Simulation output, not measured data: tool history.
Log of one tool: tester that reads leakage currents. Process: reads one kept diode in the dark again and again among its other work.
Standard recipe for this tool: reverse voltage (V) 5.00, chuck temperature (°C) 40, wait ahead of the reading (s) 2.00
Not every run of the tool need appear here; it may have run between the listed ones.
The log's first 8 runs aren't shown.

run,hour,reverse voltage (V),chuck temperature (°C),wait ahead of the reading (s),current that the tester gives (pA)
# hour 1463.5: chuck's temperature calibrated
9,1539.6,5.00,40,2.00,312.61
10,1802.8,5.00,40,2.00,310.26
11,2079.3,5.00,40,2.00,305.71
12,2323.6,5.00,40,2.00,303.52
13,2449.9,5.00,40,2.00,301.97
14,2567.6,5.00,47,2.00,479.26
15,2859.0,5.00,40,2.00,296.76
16,3055.2,5.00,40,2.00,292.85
17,3300.0,3.79,40,2.00,258.11
18,3510.1,3.79,40,2.00,256.24
# hour 3572.4: tester calibrated
# hour 3662.6: probe card cleaned and baked
19,3679.0,3.79,40,2.00,241.12
# hour 3741.1: chuck's temperature calibrated
20,3820.4,1.26,40,2.00,176.09
21,4080.5,4.73,23,0.73,84.03
22,4285.9,4.73,23,0.73,83.29
23,4547.0,4.73,23,0.73,83.23
24,4729.8,4.83,40,0.46,286.50
25,4883.8,7.73,44,0.38,455.90

For run 26, what comes out?
26,5117.0,7.73,44,0.38,?

{"run 26": {"current that the tester gives (pA)": 446.9}}
If the tool had no hidden condition, the same run with the same run-to-run variation would have returned current that the tester gives (pA) 477.46.

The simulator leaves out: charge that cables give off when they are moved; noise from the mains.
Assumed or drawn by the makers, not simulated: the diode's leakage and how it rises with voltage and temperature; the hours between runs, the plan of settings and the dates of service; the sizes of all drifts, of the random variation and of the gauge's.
